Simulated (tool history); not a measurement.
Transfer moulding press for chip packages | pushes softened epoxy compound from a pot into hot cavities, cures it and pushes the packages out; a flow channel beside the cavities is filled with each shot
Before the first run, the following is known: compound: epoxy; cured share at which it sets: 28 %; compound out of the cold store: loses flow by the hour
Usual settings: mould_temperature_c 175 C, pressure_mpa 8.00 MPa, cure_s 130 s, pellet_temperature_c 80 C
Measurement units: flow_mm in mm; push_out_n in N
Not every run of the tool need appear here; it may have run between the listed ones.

run   hour  mould_temperature_c  pressure_mpa  cure_s  pellet_temperature_c  incoming compound's hours out of the cold store  flow_mm  push_out_n
  1    0.0                  175          8.00     130                    80                                             11.8      742         581
  2   11.9                  175          8.00     121                    80                                             19.5      702         706
  3   21.7                  175          8.00     121                    80                                             31.3      651         722
  4   30.3                  171          8.00     130                    80                                             30.2      661         884
      35.6  -- cavities cleaned with cleaning compound and waxed
  5   45.2                  171          8.00     130                    80                                             21.3      699         655
  6   59.2                  171          8.00     130                    80                                             41.8      614         691
  7   75.7                  171          8.00     130                    80                                             45.2      597         789
      86.4  -- cavities cleaned with cleaning compound and waxed
  8   87.9                  171          8.00     130                    80                                             16.5      725         613
  9  101.4                  171          8.00     130                    80                                             18.9      715         681
 10  119.0                  171          8.00     130                    80                                             18.4      712         789
 11  133.6                  171          8.00     130                    80                                             19.3      709         895
     136.9  -- cavities cleaned with cleaning compound and waxed
 12  149.4                  179          8.00     130                    80                                             23.7      662         471
 13  168.7                  179          8.00     130                    80                                             38.6      601         595
     188.4  -- cavities cleaned with cleaning compound and waxed
 14  188.4                  175          9.46     130                    80                                             15.6      770         456
 15  199.8                  175          8.00     130                    80                                             12.5      726         531
 16  216.2                  178          8.00     119                    71                                             25.4      655         609
 17  235.5                  178          8.22     119                    71                                             30.7      641         697
     239.3  -- cavities cleaned with cleaning compound and waxed
 18  255.0                  178          8.22     119                    71                                             21.6      679         552
     258.3  -- mould's thermocouples calibrated
 19  271.9                  176          9.30     125                    80                                             46.4      617         638
 20  280.9                  176          9.30     125                    80                                             41.5      639         664
     292.3  -- cavities cleaned with cleaning compound and waxed
 21  292.6                  175          7.25     128                    80                                             18.9      658         495
     303.9  -- plunger's sealing rings changed
     309.7  -- mould's thermocouples calibrated, once more
 22  310.1                  180          6.63     154                    73                                             38.4      554         455
 23  327.4                  175          6.32     120                    80                                             13.2      647         715
 24  338.1                  174          8.00     130                    80                                             47.9      583         659
     348.2  -- cavities cleaned with cleaning compound and waxed
 25  351.5                  175          8.00     126                    70                                             28.8      659         503
 26  363.3                  174          9.20     132                    72                                             27.5      715         565
 27  379.2                  174          9.20     132                    72                                             24.5      727         639
 28  387.8                  175          8.00     130                    76                                             21.2      690         688
     399.2  -- cavities cleaned with cleaning compound and waxed
 29  402.7                  182          9.38     130                    83                                             25.2      708         401

3 options for the next run, each taken on its own from the tool as it stands now. Forecast them:
  A  421.6                  182          9.38     130                    74                                             32.1        ?           ?
  B  421.6                  175          8.00     130                    90                                             29.3        ?           ?
  C  421.6                  175          8.05     130                    78                                             20.7        ?           ?

run  flow_mm  push_out_n
  A      676         519
  B      651         580
  C      692         594
Without the tool's hidden state the same runs would have given:
run  flow_mm  push_out_n
  A      683         391
  B      658         438
  C      700         449

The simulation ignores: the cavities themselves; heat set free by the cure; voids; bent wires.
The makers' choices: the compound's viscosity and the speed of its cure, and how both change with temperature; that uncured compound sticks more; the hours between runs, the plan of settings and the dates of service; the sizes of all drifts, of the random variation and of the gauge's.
